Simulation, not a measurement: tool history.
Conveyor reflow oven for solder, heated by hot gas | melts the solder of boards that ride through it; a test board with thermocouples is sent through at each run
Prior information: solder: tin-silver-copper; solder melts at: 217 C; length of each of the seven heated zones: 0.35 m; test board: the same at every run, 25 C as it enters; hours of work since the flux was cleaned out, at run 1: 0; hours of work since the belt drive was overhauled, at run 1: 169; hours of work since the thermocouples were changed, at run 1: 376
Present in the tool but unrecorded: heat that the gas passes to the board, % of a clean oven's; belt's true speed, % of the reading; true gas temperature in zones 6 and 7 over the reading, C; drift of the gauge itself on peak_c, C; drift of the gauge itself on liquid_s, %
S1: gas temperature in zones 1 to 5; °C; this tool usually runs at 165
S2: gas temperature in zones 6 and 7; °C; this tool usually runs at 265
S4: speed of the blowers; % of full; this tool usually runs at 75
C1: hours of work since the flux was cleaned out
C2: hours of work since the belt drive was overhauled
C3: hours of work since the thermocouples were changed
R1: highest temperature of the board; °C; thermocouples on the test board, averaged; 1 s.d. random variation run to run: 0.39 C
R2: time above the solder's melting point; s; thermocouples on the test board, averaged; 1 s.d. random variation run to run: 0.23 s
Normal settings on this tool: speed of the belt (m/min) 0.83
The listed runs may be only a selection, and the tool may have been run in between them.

run 1 hour=0 | S1=165 S2=265 speed_of_the_belt_(m/min)=0.83 S4=75 | C1=0 C2=169 C3=376 | R1=250 R2=34.8
run 2 hour=9.8 | S1=165 S2=265 speed_of_the_belt_(m/min)=0.83 S4=75 | C1=6 C2=175 C3=382 | R1=248.7 R2=34.6
run 3 hour=24 | S1=165 S2=265 speed_of_the_belt_(m/min)=0.83 S4=75 | C1=16 C2=185 C3=392 | R1=249 R2=34.4
run 4 hour=32.1 | S1=165 S2=265 speed_of_the_belt_(m/min)=0.83 S4=75 | C1=21 C2=190 C3=397 | R1=248.5 R2=34.8
run 5 hour=44.6 | S1=165 S2=265 speed_of_the_belt_(m/min)=0.878 S4=75 | C1=29 C2=198 C3=405 | R1=246.8 R2=31.5
run 6 hour=56.8 | S1=165 S2=265 speed_of_the_belt_(m/min)=0.83 S4=75 | C1=37 C2=206 C3=413 | R1=249.5 R2=35
run 7 hour=64.7 | S1=165 S2=265 speed_of_the_belt_(m/min)=0.83 S4=75 | C1=43 C2=211 C3=419 | R1=248.7 R2=34.7
run 8 hour=75 | S1=165 S2=265 speed_of_the_belt_(m/min)=0.83 S4=75 | C1=49 C2=218 C3=425 | R1=249.1 R2=34.9
run 9 hour=90.1 | S1=165 S2=265 speed_of_the_belt_(m/min)=0.83 S4=75 | C1=59 C2=228 C3=435 | R1=248.9 R2=34.5
run 10 hour=101.5 | S1=165 S2=265 speed_of_the_belt_(m/min)=0.83 S4=61 | C1=67 C2=235 C3=443 | R1=244.2 R2=30.4
run 11 hour=112 | S1=165 S2=265 speed_of_the_belt_(m/min)=0.83 S4=61 | C1=74 C2=242 C3=450 | R1=243.2 R2=30.7
run 12 hour=121.3 | S1=165 S2=265 speed_of_the_belt_(m/min)=0.83 S4=61 | C1=80 C2=249 C3=456 | R1=244.2 R2=30.5
run 13 hour=134.6 | S1=165 S2=265 speed_of_the_belt_(m/min)=0.83 S4=75 | C1=89 C2=257 C3=465 | R1=248.7 R2=34.2
run 14 hour=144 | S1=165 S2=265 speed_of_the_belt_(m/min)=0.83 S4=75 | C1=95 C2=263 C3=471 | R1=248.5 R2=34.4
-- hour=150.5 flux residue cleaned out of gas plates and filters
run 15 hour=158.8 | S1=165 S2=265 speed_of_the_belt_(m/min)=0.83 S4=75 | C1=5 C2=270 C3=477 | R1=247.6 R2=34.3
run 16 hour=177.1 | S1=165 S2=265 speed_of_the_belt_(m/min)=0.83 S4=75 | C1=17 C2=282 C3=489 | R1=248.3 R2=34.1
run 17 hour=189.4 | S1=178 S2=265 speed_of_the_belt_(m/min)=0.734 S4=75 | C1=26 C2=290 C3=497 | R1=252.7 R2=45.8
run 18 hour=203 | S1=178 S2=265 speed_of_the_belt_(m/min)=0.714 S4=56 | C1=35 C2=299 C3=506 | R1=249.1 R2=43.1
-- hour=214.9 flux residue cleaned out of gas plates and filters, once more
run 19 hour=220.9 | S1=178 S2=265 speed_of_the_belt_(m/min)=0.714 S4=56 | C1=4 C2=308 C3=515 | R1=249.4 R2=43.3
run 20 hour=232.3 | S1=170 S2=264 speed_of_the_belt_(m/min)=0.69 S4=75 | C1=11 C2=315 C3=522 | R1=253.4 R2=46.9
run 21 hour=250.4 | S1=165 S2=265 speed_of_the_belt_(m/min)=0.743 S4=75 | C1=23 C2=327 C3=534 | R1=252.1 R2=41.2
run 22 hour=261.4 | S1=165 S2=259 speed_of_the_belt_(m/min)=0.743 S4=75 | C1=31 C2=334 C3=541 | R1=246.4 R2=38.7
run 23 hour=279 | S1=165 S2=259 speed_of_the_belt_(m/min)=0.743 S4=75 | C1=42 C2=346 C3=553 | R1=246.2 R2=38.4
run 24 hour=290.1 | S1=165 S2=259 speed_of_the_belt_(m/min)=0.899 S4=62 | C1=49 C2=353 C3=560 | R1=236.7 R2=23.4
run 25 hour=302.6 | S1=165 S2=259 speed_of_the_belt_(m/min)=0.899 S4=62 | C1=58 C2=361 C3=569 | R1=237.1 R2=23.3
run 26 hour=317.8 | S1=165 S2=259 speed_of_the_belt_(m/min)=0.899 S4=62 | C1=68 C2=371 C3=579 | R1=236.4 R2=23.1
run 27 hour=328.1 | S1=171 S2=265 speed_of_the_belt_(m/min)=0.83 S4=75 | C1=74 C2=378 C3=585 | R1=249.2 R2=36.3
run 28 hour=343.2 | S1=171 S2=265 speed_of_the_belt_(m/min)=0.83 S4=75 | C1=84 C2=388 C3=595 | R1=250.7 R2=36.6
run 29 hour=360.5 | S1=165 S2=259 speed_of_the_belt_(m/min)=0.83 S4=75 | C1=96 C2=399 C3=607 | R1=243.9 R2=31.5
run 30 hour=374.3 | S1=165 S2=253 speed_of_the_belt_(m/min)=0.83 S4=52 | C1=105 C2=408 C3=616 | R1=230.4 R2=18.7

Across each entry between runs, compare the hidden state at the last listed run before it with the hidden state at the first listed run after it:
Runs 14 to 15: flux residue cleaned out of gas plates and filters (hour 150.5)
  heat that the gas passes to the board, % of a clean oven's: 96.6 -> 95.4; belt's true speed, % of the reading: 99.6 -> 99.59; true gas temperature in zones 6 and 7 over the reading, C: -1.39 -> -1.4
  measured value less the no-hidden-state value, R1: -2 -> -2.4 °C; R2: -1 -> -1.3 s
Runs 18 to 19: flux residue cleaned out of gas plates and filters, once more (hour 214.9)
  heat that the gas passes to the board, % of a clean oven's: 94.8 -> 99.5; belt's true speed, % of the reading: 99.54 -> 99.53; true gas temperature in zones 6 and 7 over the reading, C: -1.47 -> -1.49
  measured value less the no-hidden-state value, R1: -2.1 -> -1.3 °C; R2: -1.2 -> -0.5 s
